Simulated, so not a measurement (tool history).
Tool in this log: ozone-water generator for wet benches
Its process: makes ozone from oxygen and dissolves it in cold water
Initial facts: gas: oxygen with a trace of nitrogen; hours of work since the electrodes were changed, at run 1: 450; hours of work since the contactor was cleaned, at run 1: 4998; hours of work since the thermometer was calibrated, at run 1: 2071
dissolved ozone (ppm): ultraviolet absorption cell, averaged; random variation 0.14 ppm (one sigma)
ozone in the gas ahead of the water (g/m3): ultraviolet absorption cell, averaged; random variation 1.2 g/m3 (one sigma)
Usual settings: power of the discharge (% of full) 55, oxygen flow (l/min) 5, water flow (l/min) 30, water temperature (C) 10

run,hour,power of the discharge (% of full),oxygen flow (l/min),water flow (l/min),water temperature (C),hours of work since the electrodes were changed,hours of work since the contactor was cleaned,hours of work since the thermometer was calibrated,dissolved ozone (ppm),ozone in the gas ahead of the water (g/m3)
1,0,55,5,30,10,450,4998,2071,15.1,208
2,41.4,55,5,30,10,477,5025,2098,15.3,208.6
3,87.1,61,5,30,10,507,5055,2128,16.4,223.7
4,140.8,55,5,30,10,543,5090,2164,15.3,208.9
5,183.8,55,5,30,10,571,5118,2192,15.5,204.7
6,206.3,55,5,30,10,586,5133,2207,15.4,210.1
7,249.4,55,5,30,10,614,5161,2235,15.2,208
8,291.1,55,5,30,10,641,5188,2262,15.2,207.9
9,327.7,51,5,30,10,665,5212,2286,14.5,199
10,376.1,51,5,30,10,697,5244,2318,14.2,194.1
11,423.3,51,5,30,10,728,5275,2349,14.3,196.5
12,456.8,51,5,30,10,750,5297,2371,14.4,195.3
13,500.7,51,5,30,10,779,5326,2400,14.2,194.4
14,538.9,55,5,30,10,804,5351,2425,15.2,205.1
15,585.6,55,5,30,10,834,5381,2455,15.2,208.8
16,624.4,82,5,30,10,860,5407,2481,20.7,284.2
17,653.9,55,5,30,10,879,5426,2500,15,205.7
18,707.5,55,3.91,33,10,914,5461,2535,13.4,240.4
19,741.1,79,6.89,19,6,936,5483,2557,32,230.4
20,794.4,55,5,38,13,971,5518,2592,11.5,206.8
21,839.3,55,3.69,38,10,1001,5548,2622,11.3,245.5
22,892.1,96,6.74,23,10,1035,5582,2656,30.5,268.4
23,941.3,88,2.94,30,9,1068,5615,2688,20.2,409
24,974.2,88,2.94,30,9,1089,5636,2710,19.7,408.8
25,997.3,87,2.81,28,7,1104,5651,2725,21.2,412.2
26,1043.1,89,8.53,48,9,1134,5681,2755,14.8,218.6
27,1079.7,55,4.28,42,5,1158,5705,2779,10.5,227
28,1131.5,57,4.15,36,6,1192,5739,2813,12.7,237.8
29,1168.1,62,6.71,27,9,1216,5763,2837,18.8,189.7
30,1217.7,48,7.33,27,9,1249,5796,2870,15.5,148.1
31,1244,70,2.58,21,13,1266,5813,2887,22.9,365.6
32,1291.1,70,2.58,21,13,1297,5844,2918,22.9,366.1
33,1334.3,89,2.58,20,13,1325,5872,2946,28.8,437.9

Here are 3 independent what-if runs from the current tool condition. What would each one return?
A,1358,71,5,24,6,1341,5888,2962,?,?
B,1358,55,5,30,13,1341,5888,2962,?,?
C,1358,85,2.58,20,13,1341,5888,2962,?,?

run,dissolved ozone (ppm),ozone in the gas ahead of the water (g/m3)
A,23.2,249.7
B,14.5,204.9
C,27.7,419.3
With no hidden state in the tool, these same runs would have given:
run,dissolved ozone (ppm),ozone in the gas ahead of the water (g/m3)
A,25.4,254.5
B,16,208.1
C,30.4,428.6
